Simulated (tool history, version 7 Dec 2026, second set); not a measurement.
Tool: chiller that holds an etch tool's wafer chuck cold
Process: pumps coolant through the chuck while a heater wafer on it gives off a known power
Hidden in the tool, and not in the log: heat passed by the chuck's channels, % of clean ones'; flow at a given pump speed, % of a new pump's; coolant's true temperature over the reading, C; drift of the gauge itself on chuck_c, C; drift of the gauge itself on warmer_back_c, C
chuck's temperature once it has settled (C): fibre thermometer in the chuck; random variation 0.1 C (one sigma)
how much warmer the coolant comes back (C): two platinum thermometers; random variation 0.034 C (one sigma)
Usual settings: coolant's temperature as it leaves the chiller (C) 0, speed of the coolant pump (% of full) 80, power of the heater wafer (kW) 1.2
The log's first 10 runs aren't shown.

run,hour,coolant's temperature as it leaves the chiller (C),speed of the coolant pump (% of full),power of the heater wafer (kW),hours since the coolant was changed and the channels were flushed,hours since the pump was overhauled,hours since the chiller's thermometer was calibrated,chuck's temperature once it has settled (C),how much warmer the coolant comes back (C)
11,1072.8,0,80,1.2,2097,6961,1251,9.2,5.64
12,1142.1,0,80,1.2,2167,7030,1320,9.3,5.59
13,1293.5,0,80,1.2,2318,7182,1471,9.2,5.67
14,1443.9,0,80,1.2,2469,7332,1622,9.3,5.62
15,1555.8,0,98,1.2,2580,7444,1734,8.3,4.65
16,1646.9,0,98,1.2,2671,7535,1825,8.1,4.62
17,1731.5,0,96,0.707,2756,7620,1909,5,2.88
18,1833.3,-2,80,1.136,2858,7721,2011,6.9,5.38
19,1983.2,-2,79,1.324,3008,7871,2161,8.3,6.39
20,2134,-2,61,0.642,3159,8022,2312,4.1,4.1
21,2275.3,-5,60,1.119,3300,8163,2453,5.4,7.07
22,2372.9,3,90,1.119,3398,8261,2551,11.1,4.85
23,2479.4,3,90,1.119,3504,8368,2657,11.1,4.82
# hour 2587.3: gauge calibrated
24,2612.5,7,80,1.419,3637,8501,2790,18.2,6.41
25,2710.2,7,80,1.419,3735,8598,2888,18,6.46
26,2848.6,4,80,1.2,3873,8737,3026,13.3,5.47
27,2962.2,4,80,1.2,3987,8850,3140,13.2,5.54
28,3026.5,9,94,1.056,4051,8915,3204,16.3,4.1
29,3127,9,94,1.39,4152,9015,3305,18.6,5.41
30,3278.7,4,82,0.694,4303,9167,3456,9.5,3.17
31,3414.6,4,82,0.694,4439,9303,3592,9.3,3.13

Forecast each of these 3 alternatives for the next run:
A,3543.1,2,96,0.607,4568,9431,3721,?,?
B,3543.1,-9,98,0.641,4568,9431,3721,?,?
C,3543.1,7,82,0.694,4568,9431,3721,?,?

run,chuck's temperature once it has settled (C),how much warmer the coolant comes back (C)
A,6.1,2.39
B,-4.5,2.5
C,12.3,3.28
Without the tool's hidden state the same runs would have given:
run,chuck's temperature once it has settled (C),how much warmer the coolant comes back (C)
A,6.1,2.26
B,-4.5,2.37
C,12.3,3.15

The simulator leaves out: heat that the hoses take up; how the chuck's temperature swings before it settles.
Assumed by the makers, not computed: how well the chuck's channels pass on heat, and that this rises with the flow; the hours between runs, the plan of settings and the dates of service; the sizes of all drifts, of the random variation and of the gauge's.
